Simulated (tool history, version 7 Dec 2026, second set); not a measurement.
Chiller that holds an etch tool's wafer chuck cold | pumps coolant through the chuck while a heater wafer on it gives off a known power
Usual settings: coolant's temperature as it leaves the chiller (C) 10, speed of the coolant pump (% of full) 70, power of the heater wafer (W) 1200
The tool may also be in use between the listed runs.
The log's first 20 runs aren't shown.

run	hour	coolant's temperature as it leaves the chiller (C)	speed of the coolant pump (% of full)	power of the heater wafer (W)	hours since the coolant was changed and the channels were flushed	hours since the pump was overhauled	hours since the chiller's thermometer was calibrated	chuck's temperature once it has settled (C)	how much warmer the coolant comes back (C)
21	1592.6	5	61	1422	1637	3699	1775	15.5	4.34
22	1660.6	15	81	1666	1704	3767	1843	25.4	3.85
23	1715.9	16	71	1666	1760	3823	1898	27.2	4.35
24	1774.1	16	71	1537	1818	3881	1956	26.5	3.95
25	1863.8	16	71	1537	1908	3971	2046	26.3	4.07
26	1926.7	18	75	959	1971	4034	2109	24.1	2.35
27	1976.9	18	75	959	2021	4084	2159	24.3	2.36
28	2028.7	18	75	959	2073	4136	2211	24.1	2.34
29	2104.8	4	89	986	2149	4212	2287	9.8	2.02
30	2214.5	6	74	686	2258	4321	2397	10.7	1.79
31	2301.4	6	74	686	2345	4408	2484	10.6	1.72
32	2407.5	1	87	1677	2451	4514	2590	11.1	3.58

4 ways to go on from here, each from the tool as it stands after run 32. What would each give?
A	2460.0	20	98	1677	2504	4567	2642	?	?
B	2460.0	1	87	656	2504	4567	2642	?	?
C	2460.0	14	60	1395	2504	4567	2642	?	?
D	2460.0	19	70	765	2504	4567	2642	?	?

run	chuck's temperature once it has settled (C)	how much warmer the coolant comes back (C)
A	29.2	3.21
B	4.9	1.42
C	24.6	4.39
D	24.3	2.04
Without the tool's hidden state the same runs would have given:
run	chuck's temperature once it has settled (C)	how much warmer the coolant comes back (C)
A	28.7	3.06
B	4.7	1.36
C	24.0	4.19
D	24.0	1.95
